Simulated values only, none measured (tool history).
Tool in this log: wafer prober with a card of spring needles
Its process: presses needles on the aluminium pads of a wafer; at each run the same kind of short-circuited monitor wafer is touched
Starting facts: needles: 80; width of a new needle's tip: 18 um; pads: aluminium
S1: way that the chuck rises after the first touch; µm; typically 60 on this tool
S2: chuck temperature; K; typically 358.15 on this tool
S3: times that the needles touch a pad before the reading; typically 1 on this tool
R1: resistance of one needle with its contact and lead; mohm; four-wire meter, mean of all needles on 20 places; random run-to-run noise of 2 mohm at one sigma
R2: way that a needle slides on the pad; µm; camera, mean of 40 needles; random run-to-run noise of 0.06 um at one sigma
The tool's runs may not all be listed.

run	hour	S1	S2	S3	R1	R2
1	0.0	60	358.15	1	243	12.31
# hour 6.4: tips cleaned on abrasive film
# hour 14.5: tips cleaned on abrasive film
# hour 20.9: tips cleaned on abrasive film
# hour 28.9: tips cleaned on abrasive film
# hour 35.9: tips cleaned on abrasive film
2	35.9	60	358.15	1	234	12.19
# hour 43.9: tips cleaned on abrasive film
# hour 50.3: tips cleaned on abrasive film
# hour 56.8: tips cleaned on abrasive film
# hour 63.2: tips cleaned on abrasive film
# hour 69.7: tips cleaned on abrasive film
# hour 77.7: tips cleaned on abrasive film
# hour 84.1: tips cleaned on abrasive film
# hour 92.1: tips cleaned on abrasive film
# hour 98.6: tips cleaned on abrasive film
3	101.5	60	358.15	1	431	12.11
# hour 106.4: tips cleaned on abrasive film
# hour 112.8: tips cleaned on abrasive film
# hour 120.8: tips cleaned on abrasive film
# hour 127.3: tips cleaned on abrasive film
# hour 133.7: tips cleaned on abrasive film
# hour 140.2: tips cleaned on abrasive film
# hour 148.2: tips cleaned on abrasive film
# hour 154.6: tips cleaned on abrasive film
4	155.4	60	358.15	1	308	11.95
# hour 161.9: tips cleaned on abrasive film
# hour 169.9: tips cleaned on abrasive film
# hour 176.3: tips cleaned on abrasive film
# hour 184.3: tips cleaned on abrasive film
# hour 190.8: tips cleaned on abrasive film
# hour 197.2: tips cleaned on abrasive film
5	203.2	60	358.15	1	495	11.87
# hour 204.8: tips cleaned on abrasive film
# hour 211.3: tips cleaned on abrasive film
# hour 216.3: height of the first contact set anew
# hour 218.0: tips cleaned on abrasive film
# hour 224.5: tips cleaned on abrasive film
# hour 232.5: tips cleaned on abrasive film
# hour 240.5: tips cleaned on abrasive film
# hour 248.5: tips cleaned on abrasive film
# hour 255.0: tips cleaned on abrasive film
# hour 263.0: tips cleaned on abrasive film
6	269.0	60	358.15	1	519	11.58
# hour 270.7: tips cleaned on abrasive film
# hour 278.7: tips cleaned on abrasive film
# hour 286.7: tips cleaned on abrasive film
# hour 293.2: tips cleaned on abrasive film
# hour 299.6: tips cleaned on abrasive film
# hour 307.6: tips cleaned on abrasive film
# hour 315.7: tips cleaned on abrasive film
# hour 323.7: tips cleaned on abrasive film
7	329.8	66	358.15	1	465	12.79
# hour 331.4: tips cleaned on abrasive film
# hour 337.9: tips cleaned on abrasive film
# hour 345.9: tips cleaned on abrasive film
# hour 352.3: tips cleaned on abrasive film
# hour 360.4: tips cleaned on abrasive film
# hour 366.8: tips cleaned on abrasive film
# hour 374.8: tips cleaned on abrasive film
# hour 381.3: tips cleaned on abrasive film
# hour 389.3: tips cleaned on abrasive film
# hour 395.7: tips cleaned on abrasive film
8	398.5	60	365.15	1	471	11.37
# hour 403.4: tips cleaned on abrasive film
# hour 409.8: tips cleaned on abrasive film
# hour 417.8: tips cleaned on abrasive film
# hour 425.8: tips cleaned on abrasive film
# hour 432.3: tips cleaned on abrasive film
# hour 438.7: tips cleaned on abrasive film
# hour 445.2: tips cleaned on abrasive film
# hour 451.6: tips cleaned on abrasive film
# hour 458.0: tips cleaned on abrasive film
# hour 459.9: height of the first contact set anew
# hour 461.8: height of the first contact set anew, once more
9	464.1	60	358.15	1	497	12.43
# hour 465.8: tips cleaned on abrasive film
# hour 473.8: tips cleaned on abrasive film
# hour 481.8: tips cleaned on abrasive film
# hour 489.9: tips cleaned on abrasive film
# hour 496.3: tips cleaned on abrasive film
10	500.4	60	358.15	1	470	12.27
# hour 503.7: tips cleaned on abrasive film
# hour 510.2: tips cleaned on abrasive film
# hour 516.6: tips cleaned on abrasive film
# hour 523.0: tips cleaned on abrasive film
# hour 529.5: tips cleaned on abrasive film
# hour 535.9: tips cleaned on abrasive film
# hour 543.9: tips cleaned on abrasive film
# hour 550.4: tips cleaned on abrasive film
# hour 556.8: tips cleaned on abrasive film
11	557.4	42	358.15	1	385	8.48
# hour 563.8: tips cleaned on abrasive film
# hour 570.3: tips cleaned on abrasive film
# hour 578.3: tips cleaned on abrasive film
# hour 584.7: tips cleaned on abrasive film
# hour 591.1: tips cleaned on abrasive film
# hour 597.6: tips cleaned on abrasive film
12	602.0	42	392.15	1	714	8.34
# hour 605.3: tips cleaned on abrasive film
# hour 611.7: tips cleaned on abrasive film
# hour 618.2: tips cleaned on abrasive film
# hour 624.6: tips cleaned on abrasive film
# hour 631.1: tips cleaned on abrasive film
# hour 639.1: tips cleaned on abrasive film
# hour 647.1: tips cleaned on abrasive film
# hour 653.5: tips cleaned on abrasive film
# hour 661.6: tips cleaned on abrasive film
13	664.8	42	392.15	1	675	8.27
# hour 668.1: tips cleaned on abrasive film
# hour 674.5: tips cleaned on abrasive film
# hour 682.5: tips cleaned on abrasive film
# hour 690.6: tips cleaned on abrasive film
# hour 698.6: tips cleaned on abrasive film
# hour 705.2: height of the first contact set anew
# hour 706.9: tips cleaned on abrasive film
# hour 714.9: tips cleaned on abrasive film
14	714.9	45	329.15	1	268	9.20
# hour 721.4: tips cleaned on abrasive film
# hour 727.8: tips cleaned on abrasive film
# hour 735.8: tips cleaned on abrasive film
# hour 747.8: card fitted with new needles
# hour 754.3: tips cleaned on abrasive film
# hour 762.3: tips cleaned on abrasive film
# hour 768.7: tips cleaned on abrasive film
# hour 776.7: tips cleaned on abrasive film
# hour 783.2: tips cleaned on abrasive film
# hour 791.2: tips cleaned on abrasive film
# hour 797.6: tips cleaned on abrasive film
15	800.1	45	329.15	1	400	9.17
# hour 804.9: tips cleaned on abrasive film
# hour 811.3: tips cleaned on abrasive film
# hour 817.8: tips cleaned on abrasive film
# hour 824.2: tips cleaned on abrasive film
# hour 832.2: tips cleaned on abrasive film
# hour 838.7: tips cleaned on abrasive film
# hour 846.7: tips cleaned on abrasive film
16	847.9	50	352.15	2	283	10.08
# hour 854.3: tips cleaned on abrasive film
# hour 862.3: tips cleaned on abrasive film
# hour 870.4: tips cleaned on abrasive film
# hour 878.4: tips cleaned on abrasive film
# hour 886.4: tips cleaned on abrasive film
17	892.2	50	352.15	2	348	10.04
# hour 893.8: tips cleaned on abrasive film
# hour 901.9: tips cleaned on abrasive film
# hour 909.9: tips cleaned on abrasive film
# hour 916.3: tips cleaned on abrasive film
# hour 924.3: tips cleaned on abrasive film
# hour 932.4: tips cleaned on abrasive film
# hour 940.4: tips cleaned on abrasive film
# hour 948.4: tips cleaned on abrasive film
# hour 954.8: tips cleaned on abrasive film
# hour 961.3: tips cleaned on abrasive film
18	962.1	50	352.15	2	261	9.88
# hour 968.6: tips cleaned on abrasive film
# hour 975.0: tips cleaned on abrasive film
# hour 983.0: tips cleaned on abrasive film
# hour 991.0: tips cleaned on abrasive film
# hour 991.3: height of the first contact set anew
# hour 997.8: tips cleaned on abrasive film
# hour 1005.8: tips cleaned on abrasive film
19	1010.4	50	352.15	2	344	10.25
# hour 1013.7: tips cleaned on abrasive film
# hour 1020.1: tips cleaned on abrasive film
# hour 1028.1: tips cleaned on abrasive film
# hour 1034.6: tips cleaned on abrasive film
# hour 1042.6: tips cleaned on abrasive film
# hour 1049.0: tips cleaned on abrasive film
# hour 1055.5: tips cleaned on abrasive film
# hour 1063.5: tips cleaned on abrasive film
# hour 1069.9: tips cleaned on abrasive film
# hour 1077.9: tips cleaned on abrasive film
20	1078.0	61	393.15	2	234	12.44
# hour 1084.4: tips cleaned on abrasive film
# hour 1090.9: tips cleaned on abrasive film
# hour 1098.9: tips cleaned on abrasive film
# hour 1105.3: tips cleaned on abrasive film
# hour 1113.3: tips cleaned on abrasive film
# hour 1119.8: tips cleaned on abrasive film
# hour 1127.8: tips cleaned on abrasive film
# hour 1135.8: tips cleaned on abrasive film
# hour 1142.2: tips cleaned on abrasive film
# hour 1150.3: tips cleaned on abrasive film
21	1151.7	61	393.15	2	264	12.26

Branching from run 21: 3 alternative next runs. What would each branch give?
# hour 1158.1: tips cleaned on abrasive film
# hour 1164.6: tips cleaned on abrasive film
# hour 1172.6: tips cleaned on abrasive film
# hour 1180.6: tips cleaned on abrasive film
A	1185.6	61	393.15	1	?	?
# hour 1158.1: tips cleaned on abrasive film
# hour 1164.6: tips cleaned on abrasive film
# hour 1172.6: tips cleaned on abrasive film
# hour 1180.6: tips cleaned on abrasive film
B	1185.6	61	393.15	2	?	?
# hour 1158.1: tips cleaned on abrasive film
# hour 1164.6: tips cleaned on abrasive film
# hour 1172.6: tips cleaned on abrasive film
# hour 1180.6: tips cleaned on abrasive film
C	1185.6	61	327.15	1	?	?

run	R1	R2
A	377	12.18
B	318	12.19
C	381	12.21
With no hidden state in the tool, these same runs would have given:
run	R1	R2
A	219	12.52
B	222	12.53
C	205	12.55
